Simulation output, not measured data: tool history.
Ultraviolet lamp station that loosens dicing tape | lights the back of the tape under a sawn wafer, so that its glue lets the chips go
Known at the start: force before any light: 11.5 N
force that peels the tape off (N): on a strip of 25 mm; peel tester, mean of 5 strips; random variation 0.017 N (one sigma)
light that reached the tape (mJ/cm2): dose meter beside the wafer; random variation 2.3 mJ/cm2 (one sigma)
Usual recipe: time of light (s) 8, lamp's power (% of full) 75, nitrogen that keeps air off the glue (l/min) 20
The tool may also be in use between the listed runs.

| run | hour | time of light (s) | lamp's power (% of full) | nitrogen that keeps air off the glue (l/min) | force that peels the tape off (N) | light that reached the tape (mJ/cm2) |
|---|---|---|---|---|---|---|
| 1 | 0 | 8 | 75 | 20 | 0.803 | 232 |
| 2 | 10.7 | 8 | 75 | 20 | 0.791 | 232 |
| 3 | 17.6 | 8 | 76 | 20 | 0.769 | 233 |
| 4 | 23.7 | 8 | 76 | 20 | 0.773 | 233 |
| 5 | 34.5 | 8 | 75 | 9 | 1.248 | 233 |
| 6 | 43.5 | 8 | 75 | 9 | 1.256 | 232 |
| 7 | 53.5 | 8 | 75 | 6 | 1.569 | 236 |
| 8 | 61.6 | 8 | 75 | 6 | 1.499 | 230 |
| 9 | 73.8 | 8 | 75 | 6 | 1.544 | 227 |
| 10 | 86 | 8 | 75 | 8 | 1.363 | 234 |
| 11 | 92.2 | 10 | 75 | 20 | 0.456 | 288 |
| 12 | 97.7 | 8 | 62 | 20 | 1.203 | 188 |
| 13 | 102.9 | 8 | 99 | 20 | 0.411 | 302 |
| 14 | 115.5 | 8 | 75 | 20 | 0.788 | 230 |
| 15 | 127.7 | 8 | 75 | 20 | 0.793 | 226 |
|  | 140.4 | window cleaned of glue's vapour |
| 16 | 140.4 | 8 | 72 | 20 | 0.851 | 220 |
| 17 | 146.7 | 8 | 72 | 20 | 0.858 | 225 |
| 18 | 158 | 12 | 75 | 20 | 0.291 | 350 |
| 19 | 164.5 | 12 | 75 | 20 | 0.283 | 344 |
| 20 | 176.7 | 12 | 75 | 20 | 0.29 | 350 |
| 21 | 181.9 | 12 | 75 | 20 | 0.288 | 349 |
| 22 | 187.7 | 12 | 75 | 20 | 0.307 | 348 |
| 23 | 197.4 | 12 | 75 | 20 | 0.29 | 346 |
| 24 | 205.7 | 14 | 75 | 16 | 0.239 | 401 |
| 25 | 212.7 | 7 | 79 | 12 | 1.286 | 213 |
| 26 | 223 | 8 | 84 | 20 | 0.604 | 260 |
| 27 | 235.4 | 8 | 84 | 12 | 0.82 | 259 |
| 28 | 245.3 | 4 | 75 | 35 | 2.483 | 117 |
| 29 | 251.9 | 4 | 75 | 35 | 2.509 | 117 |
| 30 | 258.4 | 4 | 75 | 37 | 2.456 | 117 |
| 31 | 266 | 6 | 75 | 6 | 2.498 | 170 |
| 32 | 278.4 | 6 | 75 | 6 | 2.46 | 173 |
| 33 | 287.5 | 5 | 90 | 20 | 1.491 | 175 |
| 34 | 300.1 | 4 | 74 | 28 | 2.703 | 114 |
| 35 | 309.6 | 8 | 99 | 16 | 0.462 | 300 |
| 36 | 320.2 | 13 | 99 | 6 | 0.263 | 496 |
| 37 | 332.6 | 5 | 99 | 11 | 1.656 | 191 |
| 38 | 344.5 | 5 | 99 | 7 | 1.989 | 192 |
| 39 | 357 | 8 | 63 | 20 | 1.185 | 195 |
| 40 | 369.4 | 14 | 60 | 20 | 0.352 | 325 |
| 41 | 376 | 11 | 61 | 8 | 1.056 | 255 |
| 42 | 384.8 | 7 | 98 | 20 | 0.584 | 259 |
| 43 | 395.7 | 8 | 80 | 20 | 0.704 | 245 |

3 options for the next run, each taken on its own from the tool as it stands now. Forecast them:
| A | 401.5 | 7 | 77 | 38 | ? | ? |
| B | 401.5 | 8 | 88 | 20 | ? | ? |
| C | 401.5 | 5 | 75 | 20 | ? | ? |

| run | force that peels the tape off (N) | light that reached the tape (mJ/cm2) |
|---|---|---|
| A | 0.794 | 208 |
| B | 0.529 | 275 |
| C | 1.986 | 145 |
Without the tool's unlogged condition, the same runs would have read:
| run | force that peels the tape off (N) | light that reached the tape (mJ/cm2) |
|---|---|---|
| A | 0.793 | 208 |
| B | 0.528 | 275 |
| C | 1.984 | 145 |
